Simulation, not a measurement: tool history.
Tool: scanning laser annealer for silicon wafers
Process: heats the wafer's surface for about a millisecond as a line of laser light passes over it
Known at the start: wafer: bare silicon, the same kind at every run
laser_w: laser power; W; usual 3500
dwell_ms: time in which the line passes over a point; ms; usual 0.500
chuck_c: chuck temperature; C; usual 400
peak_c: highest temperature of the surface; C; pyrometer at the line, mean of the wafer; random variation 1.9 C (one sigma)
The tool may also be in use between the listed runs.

run   hour  laser_w  dwell_ms  chuck_c  peak_c
  1    0.0     3500     0.500      400    1187
  2    8.9     3500     0.500      400    1184
  3   15.7     3500     0.500      400    1187
  4   23.7     3500     0.500      400    1185
  5   29.3     3500     0.500      400    1187
  6   38.4     3500     0.500      400    1184
  7   50.2     3500     0.500      400    1185
  8   56.1     3500     0.575      400    1243
  9   64.3     3500     0.575      400    1238
 10   75.5     3500     0.500      400    1181
 11   85.6     3500     0.500      400    1184
 12   93.8     3500     0.500      400    1180
 13   99.1     3500     0.500      400    1182
 14  110.9     3500     0.500      400    1179
 15  118.9     3500     0.355      400    1054
 16  130.0     3500     0.355      400    1054
 17  137.6     3500     0.355      400    1055
 18  148.0     3500     0.355      400    1053
 19  154.3     3500     0.355      400    1052
 20  165.2     3500     0.355      400    1051
 21  170.4     3500     0.355      400    1052
 22  177.1     3259     0.500      400    1107
 23  187.3     3259     0.500      400    1101
 24  196.1     3299     0.500      419    1134
 25  202.4     3299     0.500      419    1132
 26  214.9     3500     0.492      392    1158
 27  220.1     3500     0.373      411    1079
 28  231.5     3393     0.500      400    1142
 29  238.4     3393     0.500      400    1137
 30  248.1     3624     0.500      381    1186
 31  260.6     3471     0.528      404    1187
 32  267.1     3500     0.364      420    1078
 33  278.9     3500     0.364      420    1078
 34  287.0     3355     0.479      420    1128
 35  297.7     3632     0.513      373    1191
 36  310.5     3568     0.577      391    1290
 37  318.2     2980     0.547      400    1093
 38  326.9     3625     0.463      370    1192
 39  336.7     3786     0.489      398    1294
 40  342.2     2983     0.388      372     950
 41  349.8     2983     0.388      372     952

Taken out of this log: 1 entry between the listed runs. Where each belongs, and how the hidden state differs across it:
Between runs 35 and 36: window over the wafer cleaned (hour 301.4)
  light that passes the window, % of a clean one's: 95.11 -> 99.73; width of the line over the set one, %: 1.22 -> 1.23
  measured less the result without the state, peak_c: -64 -> -12 C

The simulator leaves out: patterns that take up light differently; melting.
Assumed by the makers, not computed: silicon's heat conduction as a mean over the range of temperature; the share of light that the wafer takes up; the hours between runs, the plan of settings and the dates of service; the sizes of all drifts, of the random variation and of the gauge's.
